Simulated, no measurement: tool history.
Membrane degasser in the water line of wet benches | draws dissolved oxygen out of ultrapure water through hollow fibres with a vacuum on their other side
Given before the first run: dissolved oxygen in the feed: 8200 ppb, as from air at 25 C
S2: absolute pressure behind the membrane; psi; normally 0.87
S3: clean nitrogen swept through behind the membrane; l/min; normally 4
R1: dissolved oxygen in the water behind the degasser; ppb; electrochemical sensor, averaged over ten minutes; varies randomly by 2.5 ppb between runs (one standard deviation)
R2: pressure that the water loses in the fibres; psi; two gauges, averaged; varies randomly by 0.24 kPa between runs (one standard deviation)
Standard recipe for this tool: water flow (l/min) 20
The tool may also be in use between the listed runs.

Run 1, hour 0: usual settings. Result: R1 272.9 ppb, R2 9.416 psi.
Run 2, hour 157.3: usual settings but water flow (l/min) 27. Result: R1 573.4 ppb, R2 12.647 psi.
Run 3, hour 347.1: usual settings but water flow (l/min) 27. Result: R1 584.6 ppb, R2 12.744 psi.
Run 4, hour 506.1: usual settings but water flow (l/min) 27, S2 0.731 psi. Result: R1 570.7 ppb, R2 12.852 psi.
Run 5, hour 627.6: usual settings but water flow (l/min) 27, S2 0.731 psi. Result: R1 576.7 ppb, R2 12.692 psi.
Run 6, hour 818.6: usual settings. Result: R1 275.7 ppb, R2 9.461 psi.
Run 7, hour 1036.7: usual settings but water flow (l/min) 17. Result: R1 172 ppb, R2 8.031 psi.
Run 8, hour 1143.5: usual settings but water flow (l/min) 17. Result: R1 176.2 ppb, R2 8.066 psi.
Run 9, hour 1329.3: usual settings but water flow (l/min) 17. Result: R1 173.1 ppb, R2 8.128 psi.
Run 10, hour 1532.1: usual settings but water flow (l/min) 17. Result: R1 170.5 ppb, R2 8.099 psi.
Run 11, hour 1653: usual settings but S2 0.924 psi. Result: R1 291 ppb, R2 9.451 psi.
At hour 1663.5: vacuum gauge calibrated.
Run 12, hour 1858: usual settings. Result: R1 283.5 ppb, R2 9.548 psi.
Run 13, hour 1993.4: usual settings. Result: R1 284.8 ppb, R2 9.555 psi.
Run 14, hour 2111.3: usual settings. Result: R1 284.2 ppb, R2 9.574 psi.
Run 15, hour 2222.5: usual settings. Result: R1 278.9 ppb, R2 9.548 psi.
Run 16, hour 2370.1: usual settings. Result: R1 285.4 ppb, R2 9.583 psi.
Run 17, hour 2536.7: usual settings. Result: R1 289.3 ppb, R2 9.599 psi.
At hour 2593.4: vacuum gauge calibrated, once more.
Run 18, hour 2707.2: usual settings but S2 0.589 psi. Result: R1 269 ppb, R2 9.533 psi.
Run 19, hour 2906.2: usual settings but S2 1.211 psi, S3 7.49 l/min. Result: R1 287.9 ppb, R2 9.594 psi.
At hour 2948.3: seals of the vacuum lines changed.
Run 20, hour 3066.9: usual settings but water flow (l/min) 26, S3 3.5 l/min. Result: R1 566 ppb, R2 12.486 psi.
Run 21, hour 3187: usual settings but water flow (l/min) 22, S3 3.5 l/min. Result: R1 378.6 ppb, R2 10.601 psi.
Run 22, hour 3385.1: usual settings but water flow (l/min) 22, S2 0.534 psi, S3 3.75 l/min. Result: R1 346 ppb, R2 10.598 psi.
Run 23, hour 3604.9: usual settings but water flow (l/min) 22, S2 0.534 psi, S3 3.75 l/min. Result: R1 350 ppb, R2 10.615 psi.
Run 24, hour 3817.9: usual settings but water flow (l/min) 14, S2 1.738 psi. Result: R1 147.5 ppb, R2 6.781 psi.
Run 25, hour 4002.1: usual settings but S2 1.738 psi. Result: R1 363.1 ppb, R2 9.628 psi.
Run 26, hour 4149.8: usual settings but water flow (l/min) 24, S2 1.508 psi, S3 2.62 l/min. Result: R1 580.1 ppb, R2 11.635 psi.
Run 27, hour 4371.6: usual settings but water flow (l/min) 24, S2 1.623 psi, S3 3.99 l/min. Result: R1 530.3 ppb, R2 11.622 psi.
Run 28, hour 4524.9: usual settings but water flow (l/min) 21, S2 0.764 psi, S3 2.97 l/min. Result: R1 337.8 ppb, R2 10.157 psi.
Run 29, hour 4700.7: usual settings but water flow (l/min) 14, S2 0.764 psi, S3 2.97 l/min. Result: R1 101.7 ppb, R2 6.823 psi.
Run 30, hour 4885.1: usual settings but S2 0.526 psi. Result: R1 280 ppb, R2 9.739 psi.
Run 31, hour 5030.9: usual settings but water flow (l/min) 19, S2 1.839 psi, S3 11.49 l/min. Result: R1 263.4 ppb, R2 9.301 psi.

Measured less the same run without the tool's hidden state. The same run-to-run variation is in both; the gauge's scatter may not be:
Hidden state present: membrane still open, %; true pressure behind the membrane over the reading, kPa; air that leaks in behind the membrane, l/min; drift of the gauge itself on oxygen_ppb, %; drift of the gauge itself on loss_of_pressure_kpa, %.
run     R1      R2
  1  +20.7  +0.226
  2  +36.5  +0.316
  3  +38.9  +0.335
  4  +40.2   +0.35
  5  +41.7  +0.354
  6  +24.9  +0.274
  7  +17.7  +0.244
  8  +18.6  +0.249
  9  +18.9  +0.261
 10  +19.2  +0.271
 11  +30.1  +0.322
 12    +31  +0.336
 13  +31.7  +0.345
 14  +32.2  +0.351
 15  +32.2  +0.357
 16  +33.7  +0.368
 17  +34.9  +0.379
 18  +35.4  +0.387
 19    +36    +0.4
 20  +59.7  +0.532
 21  +45.3  +0.457
 22  +46.8  +0.473
 23  +48.6  +0.487
 24  +15.2  +0.318
 25  +41.2  +0.464
 26    +60  +0.573
 27  +60.4  +0.585
 28  +49.4  +0.519
 29  +17.9  +0.355
 30  +48.5  +0.519
 31    +42  +0.505
